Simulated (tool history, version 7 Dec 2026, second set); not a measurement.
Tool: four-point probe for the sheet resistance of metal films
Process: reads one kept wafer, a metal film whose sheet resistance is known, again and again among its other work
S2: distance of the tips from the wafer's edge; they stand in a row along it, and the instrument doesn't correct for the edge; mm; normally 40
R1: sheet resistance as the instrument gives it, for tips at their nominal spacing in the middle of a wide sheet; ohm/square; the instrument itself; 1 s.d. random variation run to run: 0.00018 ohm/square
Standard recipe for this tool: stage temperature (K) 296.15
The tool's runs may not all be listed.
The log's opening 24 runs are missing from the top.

run 25 hour=575 | stage_temperature_(K)=293.15 S2=30 | R1=0.91939
run 26 hour=600.8 | stage_temperature_(K)=292.15 S2=8 | R1=0.922289
run 27 hour=621.4 | stage_temperature_(K)=297.15 S2=8 | R1=0.922146
run 28 hour=639.4 | stage_temperature_(K)=301.15 S2=16 | R1=0.91976
run 29 hour=657.7 | stage_temperature_(K)=295.15 S2=17 | R1=0.919914
run 30 hour=683.5 | stage_temperature_(K)=294.15 S2=13 | R1=0.920444
run 31 hour=698.2 | stage_temperature_(K)=294.15 S2=13 | R1=0.920605
run 32 hour=712.7 | stage_temperature_(K)=300.15 S2=40 | R1=0.919336
run 33 hour=730.7 | stage_temperature_(K)=300.15 S2=40 | R1=0.919172
run 34 hour=745.5 | stage_temperature_(K)=294.15 S2=15 | R1=0.920288
run 35 hour=769.5 | stage_temperature_(K)=299.15 S2=4 | R1=0.93192
run 36 hour=800.3 | stage_temperature_(K)=302.15 S2=32 | R1=0.919543

Here are 5 independent what-if runs from the current tool condition. What would each one return?
run A hour=832.7 | stage_temperature_(K)=294.15 S2=6 | R1=?
run B hour=832.7 | stage_temperature_(K)=296.15 S2=18 | R1=?
run C hour=832.7 | stage_temperature_(K)=292.15 S2=8 | R1=?
run D hour=832.7 | stage_temperature_(K)=296.15 S2=28 | R1=?
run E hour=832.7 | stage_temperature_(K)=294.15 S2=32 | R1=?

run=A R1=0.924954
run=B R1=0.920369
run=C R1=0.922995
run=D R1=0.920424
run=E R1=0.919906
Stripped of hidden state, with their random variation kept, the same runs would have yielded:
run=A R1=0.920102
run=B R1=0.915536
run=C R1=0.918156
run=D R1=0.915591
run=E R1=0.915079

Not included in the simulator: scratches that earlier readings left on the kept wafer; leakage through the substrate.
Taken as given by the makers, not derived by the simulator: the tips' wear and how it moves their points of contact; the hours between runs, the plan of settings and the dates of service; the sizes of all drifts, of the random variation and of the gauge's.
